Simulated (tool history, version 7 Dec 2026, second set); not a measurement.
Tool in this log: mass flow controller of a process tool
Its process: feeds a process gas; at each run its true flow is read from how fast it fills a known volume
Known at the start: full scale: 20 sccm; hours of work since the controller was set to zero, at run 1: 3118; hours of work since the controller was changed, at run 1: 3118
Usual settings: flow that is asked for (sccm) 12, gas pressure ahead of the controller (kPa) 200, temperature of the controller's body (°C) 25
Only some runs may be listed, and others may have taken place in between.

run	hour	flow that is asked for (sccm)	gas pressure ahead of the controller (kPa)	temperature of the controller's body (°C)	hours of work since the controller was set to zero	hours of work since the controller was changed	true flow (%)
1	0	12	200	25	3118	3118	101.18
2	312.2	12	256	25	3256	3256	101.42
3	527.1	12	256	30	3352	3352	101.19
4	699.5	12	200	23	3428	3428	101.34
5	934.9	6	200	23	3533	3533	101.82
6	1222.6	12	217	25	3660	3660	101.42
7	1461.3	12	200	25	3766	3766	101.49
8	1689	12	200	25	3868	3868	101.47
9	1961.5	12	200	25	3988	3988	101.74
10	2188	12	148	25	4089	4089	101.4
11	2415	12	148	25	4190	4190	101.54
12	2552.3	12	148	25	4251	4251	101.49
13	2762.3	18	200	25	4344	4344	102.19
14	3038.8	18	200	27	4467	4467	102.03
15	3277.3	12	200	24	4573	4573	102
16	3544	12	200	24	4691	4691	102.01

Run 17 is up next; what results do you expect?
17	3854	12	200	22	4828	4828	?

{"run 17": {"true flow (%)": 102.27}}
On a tool with no hidden condition, and with the same random variation, this run would have come out at true flow (%) 99.15.
